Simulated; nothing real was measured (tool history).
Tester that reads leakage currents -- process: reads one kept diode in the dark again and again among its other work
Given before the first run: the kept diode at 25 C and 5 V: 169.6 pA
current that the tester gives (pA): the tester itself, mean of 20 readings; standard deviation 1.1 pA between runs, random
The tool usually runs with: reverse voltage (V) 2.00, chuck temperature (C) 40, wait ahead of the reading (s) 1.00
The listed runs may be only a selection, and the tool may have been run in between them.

| run | hour | reverse voltage (V) | chuck temperature (C) | wait ahead of the reading (s) | current that the tester gives (pA) |
|---|---|---|---|---|---|
| 1 | 0.0 | 2.00 | 40 | 1.00 | 379.54 |
| 2 | 73.3 | 2.00 | 40 | 1.00 | 380.33 |
| 3 | 151.1 | 2.00 | 40 | 1.00 | 383.40 |
| 4 | 234.4 | 2.00 | 40 | 1.00 | 383.67 |
| 5 | 333.7 | 2.00 | 40 | 1.00 | 384.22 |
| 6 | 419.4 | 2.00 | 40 | 1.00 | 386.91 |
| 7 | 462.1 | 2.00 | 40 | 1.00 | 385.12 |
| 8 | 556.9 | 1.22 | 36 | 0.35 | 239.18 |
| 9 | 653.2 | 16.13 | 28 | 6.93 | 369.29 |
| 10 | 700.2 | 6.75 | 30 | 3.09 | 305.16 |
| 11 | 770.3 | 2.00 | 40 | 7.10 | 391.21 |

Consider 3 possible next runs. They are alternatives, not a sequence: every one starts from the tool as it was left by run 11. What does each give?
| A | 857.8 | 6.68 | 52 | 1.33 | ? |
| B | 857.8 | 2.00 | 25 | 1.00 | ? |
| C | 857.8 | 1.08 | 28 | 6.32 | ? |

| run | current that the tester gives (pA) |
|---|---|
| A | 1438.20 |
| B | 127.32 |
| C | 125.90 |
What these runs would have given with no unlogged condition in the tool:
| run | current that the tester gives (pA) |
|---|---|
| A | 1353.98 |
| B | 118.01 |
| C | 117.26 |
